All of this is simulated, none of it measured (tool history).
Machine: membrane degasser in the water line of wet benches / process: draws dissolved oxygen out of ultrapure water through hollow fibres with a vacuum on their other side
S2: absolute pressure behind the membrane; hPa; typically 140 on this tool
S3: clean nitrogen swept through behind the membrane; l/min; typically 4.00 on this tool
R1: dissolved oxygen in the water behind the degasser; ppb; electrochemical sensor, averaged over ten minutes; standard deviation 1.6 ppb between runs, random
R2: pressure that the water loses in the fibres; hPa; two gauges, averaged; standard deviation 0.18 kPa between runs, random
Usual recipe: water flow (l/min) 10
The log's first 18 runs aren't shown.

{"run": 19, "day": 96.771, "water flow (l/min)": 10, "S2": 184, "S3": 10.6, "R1": 137.5, "R2": 322.6}
{"run": 20, "day": 102.825, "water flow (l/min)": 8, "S2": 104, "S3": 1.69, "R1": 146.7, "R2": 257.7}
{"day": 103.35, "done": "vacuum gauge calibrated"}
{"run": 21, "day": 107.946, "water flow (l/min)": 12, "S2": 140, "S3": 8.14, "R1": 182.5, "R2": 383.5}
{"run": 22, "day": 112.358, "water flow (l/min)": 12, "S2": 140, "S3": 8.14, "R1": 182.5, "R2": 384.0}
{"run": 23, "day": 116.054, "water flow (l/min)": 12, "S2": 140, "S3": 8.14, "R1": 179.4, "R2": 383.9}
{"run": 24, "day": 122.725, "water flow (l/min)": 12, "S2": 140, "S3": 8.14, "R1": 179.4, "R2": 385.9}
{"run": 25, "day": 126.246, "water flow (l/min)": 9, "S2": 191, "S3": 2.12, "R1": 249.6, "R2": 287.4}
{"run": 26, "day": 132.104, "water flow (l/min)": 8, "S2": 155, "S3": 4.0, "R1": 126.9, "R2": 255.3}
{"day": 134.375, "done": "vacuum gauge calibrated, once more"}
{"run": 27, "day": 139.204, "water flow (l/min)": 10, "S2": 100, "S3": 3.44, "R1": 151.2, "R2": 320.3}
{"run": 28, "day": 142.842, "water flow (l/min)": 10, "S2": 100, "S3": 3.44, "R1": 153.5, "R2": 319.6}
{"run": 29, "day": 146.95, "water flow (l/min)": 7, "S2": 170, "S3": 3.07, "R1": 130.0, "R2": 225.1}
{"run": 30, "day": 152.229, "water flow (l/min)": 14, "S2": 99, "S3": 5.11, "R1": 236.6, "R2": 449.4}
{"run": 31, "day": 157.471, "water flow (l/min)": 9, "S2": 140, "S3": 2.73, "R1": 173.3, "R2": 288.4}
{"run": 32, "day": 161.817, "water flow (l/min)": 9, "S2": 348, "S3": 2.88, "R1": 320.4, "R2": 290.8}

Alternative continuations, all from the tool just after run 32; predict every row:
{"run": "A", "day": 165.325, "water flow (l/min)": 10, "S2": 130, "S3": 11.15, "R1": "?", "R2": "?"}
{"run": "B", "day": 165.325, "water flow (l/min)": 10, "S2": 88, "S3": 9.13, "R1": "?", "R2": "?"}
{"run": "C", "day": 165.325, "water flow (l/min)": 15, "S2": 138, "S3": 4.1, "R1": "?", "R2": "?"}
{"run": "D", "day": 165.325, "water flow (l/min)": 7, "S2": 348, "S3": 3.69, "R1": "?", "R2": "?"}

run=A R1=127.8 R2=322.4
run=B R1=119.6 R2=320.6
run=C R1=305.0 R2=482.5
run=D R1=199.1 R2=222.6
Stripped of hidden state, with their random variation kept, the same runs would have yielded:
run=A R1=108.9 R2=308.9
run=B R1=101.1 R2=307.2
run=C R1=272.3 R2=462.4
run=D R1=183.7 R2=213.2
